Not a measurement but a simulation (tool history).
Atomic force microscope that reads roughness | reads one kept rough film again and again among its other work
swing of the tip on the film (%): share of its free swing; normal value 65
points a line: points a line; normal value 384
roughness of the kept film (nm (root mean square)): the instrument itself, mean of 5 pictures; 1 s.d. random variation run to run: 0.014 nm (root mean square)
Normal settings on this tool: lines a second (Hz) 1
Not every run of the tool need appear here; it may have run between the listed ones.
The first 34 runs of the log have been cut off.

| run | day | lines a second (Hz) | swing of the tip on the film (%) | points a line | pictures with this tip | hours of work since the height scale was calibrated | roughness of the kept film (nm (root mean square)) |
|---|---|---|---|---|---|---|---|
| 35 | 25.95 | 1 | 56 | 467 | 34 | 983 | 3.44 |
| 36 | 26.929 | 2.88 | 85 | 467 | 67 | 999 | 2.678 |
| 37 | 28.033 | 1.44 | 61 | 884 | 104 | 1018 | 3.385 |
| 38 | 28.85 | 1 | 65 | 917 | 132 | 1032 | 3.405 |
| 39 | 29.562 | 3.74 | 71 | 384 | 155 | 1044 | 2.923 |
| 40 | 30.396 | 1 | 57 | 972 | 183 | 1058 | 3.448 |
|  | 30.917 | new tip fitted |
| 41 | 31.504 | 1 | 57 | 972 | 20 | 1076 | 3.456 |
| 42 | 32.292 | 1 | 57 | 972 | 46 | 1089 | 3.474 |
| 43 | 33.092 | 0.92 | 79 | 972 | 73 | 1103 | 3.315 |

For run 44, what comes out?
| 44 | 33.633 | 1.36 | 88 | 384 | 91 | 1112 | ? |

roughness of the kept film (nm (root mean square)): 3
Minus the tool's unlogged condition, the same run would have read roughness of the kept film (nm (root mean square)) 3.006.
